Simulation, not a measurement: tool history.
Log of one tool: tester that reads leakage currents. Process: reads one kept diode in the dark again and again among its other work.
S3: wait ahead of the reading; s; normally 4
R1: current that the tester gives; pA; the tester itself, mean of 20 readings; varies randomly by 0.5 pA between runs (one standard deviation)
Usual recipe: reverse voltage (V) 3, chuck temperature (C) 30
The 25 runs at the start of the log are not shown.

{"run": 26, "hour": 4827.4, "reverse voltage (V)": 5.01, "chuck temperature (C)": 32, "S3": 0.63, "R1": 244.52}
{"run": 27, "hour": 4960.7, "reverse voltage (V)": 3, "chuck temperature (C)": 22, "S3": 4, "R1": 93.38}
{"run": 28, "hour": 5110.4, "reverse voltage (V)": 8.88, "chuck temperature (C)": 25, "S3": 2.29, "R1": 182.36}
{"run": 29, "hour": 5351.3, "reverse voltage (V)": 7.68, "chuck temperature (C)": 51, "S3": 2.29, "R1": 1088.16}
{"hour": 5474.3, "done": "chuck's temperature calibrated"}
{"run": 30, "hour": 5602.1, "reverse voltage (V)": 7.68, "chuck temperature (C)": 51, "S3": 2.29, "R1": 1055.64}
{"run": 31, "hour": 5805.8, "reverse voltage (V)": 7.68, "chuck temperature (C)": 51, "S3": 2.29, "R1": 1060.89}
{"run": 32, "hour": 5984.4, "reverse voltage (V)": 3, "chuck temperature (C)": 30, "S3": 1.78, "R1": 168.79}
{"run": 33, "hour": 6107.9, "reverse voltage (V)": 3, "chuck temperature (C)": 30, "S3": 1.78, "R1": 169.68}
{"run": 34, "hour": 6239.1, "reverse voltage (V)": 3, "chuck temperature (C)": 37, "S3": 9.57, "R1": 285.02}
{"run": 35, "hour": 6480.3, "reverse voltage (V)": 1.73, "chuck temperature (C)": 30, "S3": 2, "R1": 137.94}

Forecast run 36:
{"run": 36, "hour": 6758.9, "reverse voltage (V)": 1.23, "chuck temperature (C)": 36, "S3": 0.81, "R1": "?"}

Run 36 measured R1 187.01 pA.
Were there no unlogged condition in the tool, this run, its random variation unchanged, would have produced R1 181.52 pA.
